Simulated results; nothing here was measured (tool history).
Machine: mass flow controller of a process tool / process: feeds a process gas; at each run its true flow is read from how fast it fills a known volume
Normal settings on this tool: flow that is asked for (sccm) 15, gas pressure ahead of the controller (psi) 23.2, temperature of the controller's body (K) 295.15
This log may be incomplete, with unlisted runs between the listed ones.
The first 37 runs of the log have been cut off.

run,day,flow that is asked for (sccm),gas pressure ahead of the controller (psi),temperature of the controller's body (K),hours of work since the controller was set to zero,hours of work since the controller was changed,true flow (%)
38,254.65,9,29.4,295.15,796,5603,96.46
39,259.604,7,29.4,299.15,852,5660,96.22
40,268.988,7,29.4,299.15,960,5768,95.97
41,277.654,30,33.8,299.15,1060,5867,97.49
42,286.479,15,23.2,297.15,1161,5969,96.86
43,291.6,24,31.3,297.15,1220,6028,97.21
44,297.367,31,21.2,297.15,1287,6094,97.52
45,303.954,14,24.7,296.15,1362,6170,96.49
46,310.433,24,22.9,298.15,1437,6244,97.08
47,318.017,24,38,302.15,1524,6332,96.97
48,325.658,6,38.3,295.15,1612,6419,93.81

Below are 3 alternative next runs, each starting from the tool's condition after run 48. Predict each:
A,330.95,5,31.2,306.15,1673,6480,?
B,330.95,6,27.4,295.15,1673,6480,?
C,330.95,8,29.6,302.15,1673,6480,?

run,true flow (%)
A,93.28
B,93.71
C,94.86
Had the tool no hidden state, the same runs would have come out as:
run,true flow (%)
A,99.64
B,99.31
C,99.54

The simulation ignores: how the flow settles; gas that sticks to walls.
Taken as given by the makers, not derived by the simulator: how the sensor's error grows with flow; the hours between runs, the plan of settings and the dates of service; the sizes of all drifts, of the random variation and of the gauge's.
